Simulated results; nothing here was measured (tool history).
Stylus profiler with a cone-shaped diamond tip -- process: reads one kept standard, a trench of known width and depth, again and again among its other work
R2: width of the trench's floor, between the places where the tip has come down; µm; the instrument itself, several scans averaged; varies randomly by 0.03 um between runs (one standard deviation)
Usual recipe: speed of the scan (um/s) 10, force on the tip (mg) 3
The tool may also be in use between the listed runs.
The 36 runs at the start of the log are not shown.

run 37 hour=3245 | speed_of_the_scan_(um/s)=3 force_on_the_tip_(mg)=4.35 | depth_of_the_trench_(Å)=10074.4 R2=95.45
run 38 hour=3345.2 | speed_of_the_scan_(um/s)=3 force_on_the_tip_(mg)=4.35 | depth_of_the_trench_(Å)=10068.9 R2=95.33
run 39 hour=3430 | speed_of_the_scan_(um/s)=12 force_on_the_tip_(mg)=1.36 | depth_of_the_trench_(Å)=10026.9 R2=95.13
run 40 hour=3523.8 | speed_of_the_scan_(um/s)=12 force_on_the_tip_(mg)=1.36 | depth_of_the_trench_(Å)=10022.9 R2=95.04
run 41 hour=3649 | speed_of_the_scan_(um/s)=12 force_on_the_tip_(mg)=1.36 | depth_of_the_trench_(Å)=10019.6 R2=94.88
run 42 hour=3709.6 | speed_of_the_scan_(um/s)=3 force_on_the_tip_(mg)=7.73 | depth_of_the_trench_(Å)=10104.3 R2=94.83
run 43 hour=3765.9 | speed_of_the_scan_(um/s)=4 force_on_the_tip_(mg)=4.9 | depth_of_the_trench_(Å)=10072.7 R2=94.69
run 44 hour=3827.9 | speed_of_the_scan_(um/s)=4 force_on_the_tip_(mg)=4.9 | depth_of_the_trench_(Å)=10069.6 R2=94.71
run 45 hour=3940.9 | speed_of_the_scan_(um/s)=3 force_on_the_tip_(mg)=1.67 | depth_of_the_trench_(Å)=10018.1 R2=94.55

4 ways to go on from here, each from the tool as it stands after run 45. What would each give?
run A hour=4057.8 | speed_of_the_scan_(um/s)=29 force_on_the_tip_(mg)=5.09 | depth_of_the_trench_(Å)=? R2=?
run B hour=4057.8 | speed_of_the_scan_(um/s)=21 force_on_the_tip_(mg)=1.21 | depth_of_the_trench_(Å)=? R2=?
run C hour=4057.8 | speed_of_the_scan_(um/s)=7 force_on_the_tip_(mg)=1.67 | depth_of_the_trench_(Å)=? R2=?
run D hour=4057.8 | speed_of_the_scan_(um/s)=2 force_on_the_tip_(mg)=1.67 | depth_of_the_trench_(Å)=? R2=?

run=A depth_of_the_trench_(Å)=10067 R2=94.37
run=B depth_of_the_trench_(Å)=10008.4 R2=94.36
run=C depth_of_the_trench_(Å)=10017.6 R2=94.46
run=D depth_of_the_trench_(Å)=10013.7 R2=94.45
With the hidden condition removed and each run's random variation left untouched, the same runs would have given:
run=A depth_of_the_trench_(Å)=10096.8 R2=96.47
run=B depth_of_the_trench_(Å)=10038 R2=96.46
run=C depth_of_the_trench_(Å)=10047.3 R2=96.56
run=D depth_of_the_trench_(Å)=10043.3 R2=96.55

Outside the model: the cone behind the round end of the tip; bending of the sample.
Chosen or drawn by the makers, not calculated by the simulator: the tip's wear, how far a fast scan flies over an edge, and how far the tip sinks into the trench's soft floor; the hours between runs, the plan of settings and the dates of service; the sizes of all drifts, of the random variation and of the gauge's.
